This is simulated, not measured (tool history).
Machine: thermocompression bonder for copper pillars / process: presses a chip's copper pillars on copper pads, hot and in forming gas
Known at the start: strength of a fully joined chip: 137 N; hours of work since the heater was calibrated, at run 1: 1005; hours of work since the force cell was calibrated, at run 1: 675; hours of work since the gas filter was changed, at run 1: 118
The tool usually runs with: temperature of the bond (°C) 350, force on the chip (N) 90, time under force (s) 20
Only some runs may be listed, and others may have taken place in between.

run   hour  temperature of the bond (°C)  force on the chip (N)  time under force (s)  hours of work since the heater was calibrated  hours of work since the force cell was calibrated  hours of work since the gas filter was changed  force that shears a chip off (N)
  1      0                           350                     90                    20                                           1005                                                675                                             118                              95.2
  2   25.6                           350                     90                    20                                           1022                                                691                                             134                              95.3
      34.9  -- forming gas filter changed
  3     44                           352                     90                    20                                           1033                                                703                                               6                              96.7
  4   70.5                           352                     90                    20                                           1051                                                720                                              23                                97
  5   89.3                           352                     90                    32                                           1063                                                733                                              35                             108.5
  6  115.8                           350                     90                    18                                           1080                                                750                                              53                              93.5
  7    130                           361                    117                    12                                           1089                                                759                                              62                              97.6
  8  144.3                           342                     83                    52                                           1099                                                768                                              71                             112.3
  9  156.7                           342                    135                    20                                           1107                                                776                                              79                             103.6
 10    182                           373                     90                    15                                           1123                                                793                                              96                             102.4

Selected run-to-run steps in force that shears a chip off (N), each split into two signed amounts: the part the tool would show with no hidden state at all (from settings, incoming material and random variation), and the remainder, which goes to the hidden state together with any gauge scatter not common to the measured and the hidden-state-free results:
The hidden state here: true temperature of the bond over the reading, C; force that reaches the chip, % of what is set; oxide that the forming gas leaves, % of the face; drift of the gauge itself on shear_n, %.
Run 2 -> 3: temperature of the bond (°C) 350 -> 352, forming gas filter changed. force that shears a chip off (N) +1.4: hidden state +0.5, all else +0.9.
Run 5 -> 6: temperature of the bond (°C) 352 -> 350, time under force (s) 32 -> 18. force that shears a chip off (N) -15: hidden state +0.1, all else -15.1.

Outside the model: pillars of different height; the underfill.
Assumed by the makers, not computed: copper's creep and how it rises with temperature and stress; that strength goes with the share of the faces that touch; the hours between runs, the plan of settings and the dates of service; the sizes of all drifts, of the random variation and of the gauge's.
